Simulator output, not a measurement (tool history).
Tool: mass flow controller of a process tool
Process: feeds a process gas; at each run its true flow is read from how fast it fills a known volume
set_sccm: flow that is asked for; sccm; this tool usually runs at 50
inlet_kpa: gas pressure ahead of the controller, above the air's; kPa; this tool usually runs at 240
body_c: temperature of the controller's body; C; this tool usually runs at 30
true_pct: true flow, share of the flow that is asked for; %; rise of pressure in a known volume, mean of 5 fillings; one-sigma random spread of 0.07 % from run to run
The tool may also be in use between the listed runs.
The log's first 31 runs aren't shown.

{"run": 32, "hour": 8800.3, "set_sccm": 21, "inlet_kpa": 212, "body_c": 40, "true_pct": 98.61}
{"hour": 8834.7, "done": "controller's zero set anew, once more"}
{"run": 33, "hour": 9038.4, "set_sccm": 84, "inlet_kpa": 143, "body_c": 40, "true_pct": 98.67}
{"run": 34, "hour": 9314.1, "set_sccm": 25, "inlet_kpa": 191, "body_c": 30, "true_pct": 98.85}
{"run": 35, "hour": 9570.7, "set_sccm": 23, "inlet_kpa": 246, "body_c": 37, "true_pct": 98.12}
{"run": 36, "hour": 9937.5, "set_sccm": 79, "inlet_kpa": 246, "body_c": 37, "true_pct": 97.92}
{"run": 37, "hour": 10229.7, "set_sccm": 85, "inlet_kpa": 256, "body_c": 34, "true_pct": 98.23}
{"run": 38, "hour": 10478.1, "set_sccm": 50, "inlet_kpa": 158, "body_c": 30, "true_pct": 98.96}
{"run": 39, "hour": 10813.5, "set_sccm": 16, "inlet_kpa": 197, "body_c": 22, "true_pct": 99.77}
{"run": 40, "hour": 11016.3, "set_sccm": 50, "inlet_kpa": 251, "body_c": 30, "true_pct": 98.27}
{"run": 41, "hour": 11323.2, "set_sccm": 50, "inlet_kpa": 251, "body_c": 30, "true_pct": 98.26}

Alternative continuations, all from the tool just after run 41; predict every row:
{"run": "A", "hour": 11653.5, "set_sccm": 17, "inlet_kpa": 166, "body_c": 30, "true_pct": "?"}
{"run": "B", "hour": 11653.5, "set_sccm": 50, "inlet_kpa": 251, "body_c": 21, "true_pct": "?"}
{"run": "C", "hour": 11653.5, "set_sccm": 88, "inlet_kpa": 232, "body_c": 36, "true_pct": "?"}
{"run": "D", "hour": 11653.5, "set_sccm": 21, "inlet_kpa": 188, "body_c": 25, "true_pct": "?"}
{"run": "E", "hour": 11653.5, "set_sccm": 26, "inlet_kpa": 251, "body_c": 30, "true_pct": "?"}

run=A true_pct=99.56
run=B true_pct=98.89
run=C true_pct=97.8
run=D true_pct=99.46
run=E true_pct=98.53
Take away the tool's hidden state, keep each run's random variation, and the runs would have read:
run=A true_pct=99.3
run=B true_pct=99.73
run=C true_pct=98.89
run=D true_pct=99.52
run=E true_pct=98.85
